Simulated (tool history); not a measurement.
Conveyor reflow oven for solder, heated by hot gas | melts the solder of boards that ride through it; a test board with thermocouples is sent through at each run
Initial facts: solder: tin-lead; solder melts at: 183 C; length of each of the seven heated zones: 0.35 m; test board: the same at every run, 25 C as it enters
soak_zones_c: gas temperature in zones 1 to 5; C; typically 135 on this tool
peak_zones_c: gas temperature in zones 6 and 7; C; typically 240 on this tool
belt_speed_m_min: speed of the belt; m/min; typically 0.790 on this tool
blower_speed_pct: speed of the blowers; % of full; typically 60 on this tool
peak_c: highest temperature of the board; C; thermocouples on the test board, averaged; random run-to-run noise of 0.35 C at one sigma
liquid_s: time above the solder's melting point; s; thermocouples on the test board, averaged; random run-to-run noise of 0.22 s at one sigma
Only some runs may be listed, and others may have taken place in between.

Run 1, hour 0.0: usual settings. Result: peak_c 208.9 C, liquid_s 31.9 s.
Run 2, hour 11.3: usual settings. Result: peak_c 208.3 C, liquid_s 32.1 s.
Run 3, hour 27.2: usual settings. Result: peak_c 208.4 C, liquid_s 31.7 s.
At hour 48.5: flux residue cleaned out of gas plates and filters.
Run 4, hour 51.4: usual settings but belt_speed_m_min 0.898 m/min. Result: peak_c 205.2 C, liquid_s 25.6 s.
Run 5, hour 60.2: usual settings but belt_speed_m_min 0.668 m/min. Result: peak_c 217.4 C, liquid_s 46.0 s.
Run 6, hour 77.2: usual settings but belt_speed_m_min 0.668 m/min. Result: peak_c 217.7 C, liquid_s 46.2 s.
Run 7, hour 92.0: usual settings. Result: peak_c 210.8 C, liquid_s 33.9 s.
Run 8, hour 104.7: usual settings. Result: peak_c 210.5 C, liquid_s 34.1 s.
Run 9, hour 112.7: usual settings. Result: peak_c 210.7 C, liquid_s 34.1 s.
Run 10, hour 125.8: usual settings. Result: peak_c 210.5 C, liquid_s 33.8 s.
Run 11, hour 134.9: usual settings. Result: peak_c 210.8 C, liquid_s 33.7 s.
Run 12, hour 152.8: usual settings. Result: peak_c 209.7 C, liquid_s 33.3 s.
Run 13, hour 162.7: usual settings. Result: peak_c 210.5 C, liquid_s 33.9 s.
Run 14, hour 173.6: usual settings. Result: peak_c 210.0 C, liquid_s 33.6 s.
Run 15, hour 185.1: usual settings. Result: peak_c 210.1 C, liquid_s 33.2 s.
Run 16, hour 193.7: usual settings. Result: peak_c 210.1 C, liquid_s 33.2 s.
Run 17, hour 212.9: usual settings but blower_speed_pct 86 % of full. Result: peak_c 215.6 C, liquid_s 37.4 s.
Run 18, hour 226.3: usual settings but belt_speed_m_min 0.884 m/min. Result: peak_c 204.9 C, liquid_s 25.2 s.
Run 19, hour 240.3: usual settings but soak_zones_c 149 C, belt_speed_m_min 0.786 m/min. Result: peak_c 212.8 C, liquid_s 39.9 s.
Run 20, hour 253.3: usual settings but soak_zones_c 149 C, peak_zones_c 252 C, belt_speed_m_min 0.786 m/min, blower_speed_pct 81 % of full. Result: peak_c 226.9 C, liquid_s 46.7 s.
Run 21, hour 266.7: usual settings but soak_zones_c 149 C, peak_zones_c 252 C, belt_speed_m_min 0.786 m/min, blower_speed_pct 81 % of full. Result: peak_c 226.7 C, liquid_s 47.1 s.
Run 22, hour 281.7: usual settings but peak_zones_c 250 C, belt_speed_m_min 0.805 m/min. Result: peak_c 215.7 C, liquid_s 36.2 s.
Run 23, hour 294.3: usual settings but soak_zones_c 125 C, peak_zones_c 250 C, belt_speed_m_min 0.930 m/min, blower_speed_pct 55 % of full. Result: peak_c 203.7 C, liquid_s 21.4 s.
Run 24, hour 313.7: usual settings but peak_zones_c 236 C, blower_speed_pct 58 % of full. Result: peak_c 205.6 C, liquid_s 29.5 s.
Run 25, hour 324.2: usual settings but soak_zones_c 127 C, peak_zones_c 241 C, belt_speed_m_min 0.776 m/min, blower_speed_pct 55 % of full. Result: peak_c 206.9 C, liquid_s 29.9 s.
Run 26, hour 337.3: usual settings but soak_zones_c 133 C, peak_zones_c 241 C, belt_speed_m_min 0.701 m/min, blower_speed_pct 55 % of full. Result: peak_c 212.9 C, liquid_s 39.2 s.
Run 27, hour 353.6: usual settings but soak_zones_c 133 C, peak_zones_c 241 C, belt_speed_m_min 0.701 m/min, blower_speed_pct 55 % of full. Result: peak_c 212.1 C, liquid_s 39.3 s.
Run 28, hour 371.1: usual settings but soak_zones_c 127 C, peak_zones_c 236 C, belt_speed_m_min 0.663 m/min, blower_speed_pct 51 % of full. Result: peak_c 208.0 C, liquid_s 36.0 s.
Run 29, hour 388.4: usual settings but soak_zones_c 127 C, peak_zones_c 245 C, belt_speed_m_min 0.889 m/min, blower_speed_pct 51 % of full. Result: peak_c 201.3 C, liquid_s 20.5 s.
Run 30, hour 400.1: usual settings but soak_zones_c 127 C, peak_zones_c 243 C, belt_speed_m_min 0.889 m/min, blower_speed_pct 62 % of full. Result: peak_c 203.6 C, liquid_s 22.7 s.
Run 31, hour 415.5: usual settings but soak_zones_c 145 C, peak_zones_c 242 C, belt_speed_m_min 0.718 m/min, blower_speed_pct 52 % of full. Result: peak_c 214.1 C, liquid_s 43.0 s.

Each run again, without the hidden state but with its own random variation kept:
Hidden conditions of the tool in this case: heat that the gas passes to the board, % of a clean oven's; belt's true speed, % of the reading; true gas temperature in zones 6 and 7 over the reading, C; drift of the gauge itself on peak_c, C; drift of the gauge itself on liquid_s, %.
run  peak_c  liquid_s
  1   213.0      35.0
  2   212.5      35.3
  3   212.8      35.0
  4   206.5      26.4
  5   219.0      46.8
  6   219.4      47.0
  7   212.6      34.9
  8   212.5      35.2
  9   212.6      35.3
 10   212.6      35.0
 11   212.9      35.0
 12   212.1      34.7
 13   212.9      35.4
 14   212.5      35.2
 15   212.8      34.8
 16   212.8      34.9
 17   218.7      39.0
 18   207.9      27.4
 19   215.8      41.5
 20   230.3      47.8
 21   230.2      48.2
 22   219.4      38.1
 23   207.6      24.0
 24   209.3      32.3
 25   210.9      32.8
 26   216.7      41.7
 27   216.2      41.9
 28   212.1      39.2
 29   205.9      24.1
 30   208.6      26.3
 31   218.5      45.7

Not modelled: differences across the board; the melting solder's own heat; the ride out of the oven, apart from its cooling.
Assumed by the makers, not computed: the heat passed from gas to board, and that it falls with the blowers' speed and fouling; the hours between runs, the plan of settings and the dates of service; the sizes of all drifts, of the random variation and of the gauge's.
